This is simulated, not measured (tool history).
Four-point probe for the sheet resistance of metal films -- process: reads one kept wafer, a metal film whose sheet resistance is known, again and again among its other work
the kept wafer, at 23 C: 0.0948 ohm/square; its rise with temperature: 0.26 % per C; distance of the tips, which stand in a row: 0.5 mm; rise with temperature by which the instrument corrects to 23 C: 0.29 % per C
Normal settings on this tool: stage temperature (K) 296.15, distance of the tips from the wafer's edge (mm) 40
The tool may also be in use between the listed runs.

run,day,stage temperature (K),distance of the tips from the wafer's edge (mm),sheet resistance as the instrument gives it (ohm/square)
1,0.000,296.15,40,0.094819
2,2.200,296.15,40,0.094789
3,4.425,296.15,40,0.094809
4,5.804,296.15,40,0.094795
5,6.900,296.15,40,0.094780
6,8.412,296.15,40,0.094785
7,9.588,297.15,40,0.094788
8,10.642,297.15,40,0.094800
9,12.912,297.15,40,0.094804
10,13.950,297.15,40,0.094760
11,16.042,297.15,40,0.094777
12,17.725,301.15,23,0.094718
13,19.504,296.15,16,0.094861
14,21.462,297.15,29,0.094772
15,23.167,298.15,61,0.094767
16,25.350,305.15,4,0.095385
17,27.050,300.15,11,0.094808
18,28.917,296.15,11,0.094914
19,30.379,293.15,8,0.095056
20,32.658,293.15,8,0.095091
21,34.583,293.15,8,0.095069
22,36.804,306.15,70,0.094544

Here are 5 independent what-if runs from the current tool condition. What would each one return?
A,37.717,293.15,15,?
B,37.717,293.15,40,?
C,37.717,297.15,3,?
D,37.717,292.15,40,?
E,37.717,300.15,70,?

run,sheet resistance as the instrument gives it (ohm/square)
A,0.094911
B,0.094875
C,0.096159
D,0.094901
E,0.094685
With the hidden condition removed and each run's random variation left untouched, the same runs would have given:
run,sheet resistance as the instrument gives it (ohm/square)
A,0.094920
B,0.094885
C,0.096169
D,0.094910
E,0.094694

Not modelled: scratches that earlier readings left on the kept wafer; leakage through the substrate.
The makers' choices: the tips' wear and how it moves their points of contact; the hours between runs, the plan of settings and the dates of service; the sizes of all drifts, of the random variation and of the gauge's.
